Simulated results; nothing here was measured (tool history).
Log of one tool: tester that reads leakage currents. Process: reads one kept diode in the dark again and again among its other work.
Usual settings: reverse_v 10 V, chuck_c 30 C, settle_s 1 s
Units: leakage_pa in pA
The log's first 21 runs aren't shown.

run    hour  reverse_v  chuck_c  settle_s  hours of work since the probe card was cleaned  hours of work since the tester was calibrated  hours of work since the chuck was calibrated  leakage_pa
 22  1866.3         12       35      6.91                                             439                                           4478                                           317      337.48
       1878  -- tester calibrated
 23  1973.6        8.7       30      8.06                                             521                                             74                                           399      195.01
 24  2028.5        2.5       30      8.06                                             564                                            117                                           442      113.43
 25  2108.7        2.5       30      8.06                                             626                                            179                                           504      112.72
 26  2171.8        6.2       30      0.32                                             675                                            228                                           553      173.58
 27  2299.5        6.2       30      0.32                                             774                                            328                                           652      174.18
     2319.7  -- tester calibrated, once more
 28  2394.3        2.7       51      2.18                                             846                                             58                                           724      645.41
     2413.5  -- chuck's temperature calibrated
 29  2513.4          4       30      5.45                                             937                                            149                                            78      145.84
 30  2621.3        2.3       59      0.41                                            1021                                            233                                           162     1136.89
       2696  -- probe card cleaned and baked
 31  2748.1         10       30      2.78                                              40                                            329                                           258      197.46
 32  2819.7       11.1       30      2.37                                              96                                            385                                           313      206.26
 33    2930        1.9       30      2.37                                             182                                            470                                           399      100.25
 34  3009.9        1.3       46         1                                             244                                            533                                           461      326.26
 35  3104.1        1.3       46         1                                             317                                            606                                           534      322.77
 36  3186.4          1       30      5.26                                             381                                            670                                           598       75.57
 37  3306.7        4.5       53      0.33                                             475                                            763                                           692      921.07

Forecast run 38:
     3364.1  -- chuck's temperature calibrated
 38  3386.2        4.5       53      0.33                                             535                                            824                                            17           ?

{"run 38": {"leakage_pa": 970.51}}
Without the tool's hidden state the same run would have given leakage_pa 966.76 pA.

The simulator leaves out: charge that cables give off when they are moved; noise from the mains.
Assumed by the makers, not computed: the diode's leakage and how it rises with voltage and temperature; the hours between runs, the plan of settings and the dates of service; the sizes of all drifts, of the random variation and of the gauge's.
